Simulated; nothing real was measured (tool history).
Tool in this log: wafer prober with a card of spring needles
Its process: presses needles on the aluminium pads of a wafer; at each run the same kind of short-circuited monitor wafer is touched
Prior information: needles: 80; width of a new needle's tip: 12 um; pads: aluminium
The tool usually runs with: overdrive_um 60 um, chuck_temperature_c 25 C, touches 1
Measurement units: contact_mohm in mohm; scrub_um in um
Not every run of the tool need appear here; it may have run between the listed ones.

run,hour,overdrive_um,chuck_temperature_c,touches,contact_mohm,scrub_um
1,0.0,60,25,1,252,9.96
# hour 11.7: tips cleaned on abrasive film
2,15.7,58,25,1,461,9.59
# hour 23.6: tips cleaned on abrasive film
3,33.3,58,25,1,389,9.61
# hour 35.3: tips cleaned on abrasive film
# hour 48.3: tips cleaned on abrasive film
# hour 60.1: tips cleaned on abrasive film
4,60.8,58,25,1,271,9.55
# hour 72.4: tips cleaned on abrasive film
5,82.9,58,25,1,392,9.49
# hour 84.4: tips cleaned on abrasive film
# hour 95.6: tips cleaned on abrasive film, once more
6,105.1,60,25,2,330,9.81
# hour 106.4: tips cleaned on abrasive film
# hour 117.4: tips cleaned on abrasive film
7,117.4,42,25,2,257,6.84
# hour 129.3: tips cleaned on abrasive film
# hour 129.6: height of the first contact set anew
# hour 141.8: tips cleaned on abrasive film
8,147.3,60,25,3,273,10.05
# hour 153.8: tips cleaned on abrasive film
# hour 164.9: tips cleaned on abrasive film
9,170.8,64,25,1,336,10.67
# hour 176.8: tips cleaned on abrasive film
# hour 188.1: tips cleaned on abrasive film
10,197.3,64,25,1,354,10.73
# hour 199.1: tips cleaned on abrasive film
# hour 210.6: tips cleaned on abrasive film
11,218.5,64,25,1,351,10.67
# hour 221.4: tips cleaned on abrasive film
# hour 232.4: tips cleaned on abrasive film
12,232.4,64,25,1,244,10.71
# hour 244.6: tips cleaned on abrasive film
13,250.5,76,25,1,309,12.63
# hour 256.4: tips cleaned on abrasive film
# hour 267.6: tips cleaned on abrasive film
14,275.2,60,25,1,374,9.89
# hour 279.7: tips cleaned on abrasive film
# hour 291.4: tips cleaned on abrasive film
15,298.1,60,25,1,364,9.94
# hour 303.2: tips cleaned on abrasive film
# hour 315.4: tips cleaned on abrasive film
16,317.2,60,35,1,285,9.92
# hour 327.2: tips cleaned on abrasive film
# hour 338.1: tips cleaned on abrasive film
17,338.1,60,35,1,260,9.88
# hour 350.2: tips cleaned on abrasive film
# hour 352.4: height of the first contact set anew
18,354.8,42,100,3,328,7.06
# hour 362.7: tips cleaned on abrasive film
# hour 374.6: tips cleaned on abrasive film
19,382.6,42,100,3,352,7.05
# hour 387.3: tips cleaned on abrasive film
# hour 398.1: tips cleaned on abrasive film
20,406.6,60,48,1,370,10.03
# hour 409.7: tips cleaned on abrasive film
# hour 421.1: tips cleaned on abrasive film
21,427.2,56,36,1,368,9.37
# hour 433.3: tips cleaned on abrasive film
# hour 445.0: tips cleaned on abrasive film
22,454.0,60,34,1,392,10.00
# hour 456.6: tips cleaned on abrasive film
# hour 467.8: tips cleaned on abrasive film
# hour 479.6: tips cleaned on abrasive film
23,479.6,78,113,2,266,12.92
# hour 491.7: tips cleaned on abrasive film
24,492.6,78,113,2,269,13.01
# hour 504.7: tips cleaned on abrasive film
# hour 515.5: tips cleaned on abrasive film
25,517.3,78,79,2,269,12.93
# hour 528.0: tips cleaned on abrasive film
26,537.5,45,80,1,504,7.35
# hour 539.6: tips cleaned on abrasive film
# hour 550.8: tips cleaned on abrasive film
27,553.1,60,62,1,302,9.86
# hour 562.4: tips cleaned on abrasive film
28,565.5,52,58,2,316,8.51
# hour 574.1: tips cleaned on abrasive film
# hour 574.4: height of the first contact set anew
29,580.9,44,25,1,472,7.36
# hour 585.8: tips cleaned on abrasive film
30,594.5,66,56,3,285,11.08

Predict each of these 4 candidate next runs independently; none follows another, all start after run 30:
# hour 598.5: tips cleaned on abrasive film
# hour 610.6: tips cleaned on abrasive film
A,616.4,63,26,1,?,?
# hour 598.5: tips cleaned on abrasive film
# hour 610.6: tips cleaned on abrasive film
B,616.4,60,92,1,?,?
# hour 598.5: tips cleaned on abrasive film
# hour 610.6: tips cleaned on abrasive film
C,616.4,46,70,2,?,?
# hour 598.5: tips cleaned on abrasive film
# hour 610.6: tips cleaned on abrasive film
D,616.4,66,75,2,?,?

run,contact_mohm,scrub_um
A,346,10.53
B,360,10.01
C,363,7.67
D,309,11.01
Take away the tool's hidden state, keep each run's random variation, and the runs would have read:
run,contact_mohm,scrub_um
A,237,10.56
B,254,10.04
C,254,7.70
D,252,11.04

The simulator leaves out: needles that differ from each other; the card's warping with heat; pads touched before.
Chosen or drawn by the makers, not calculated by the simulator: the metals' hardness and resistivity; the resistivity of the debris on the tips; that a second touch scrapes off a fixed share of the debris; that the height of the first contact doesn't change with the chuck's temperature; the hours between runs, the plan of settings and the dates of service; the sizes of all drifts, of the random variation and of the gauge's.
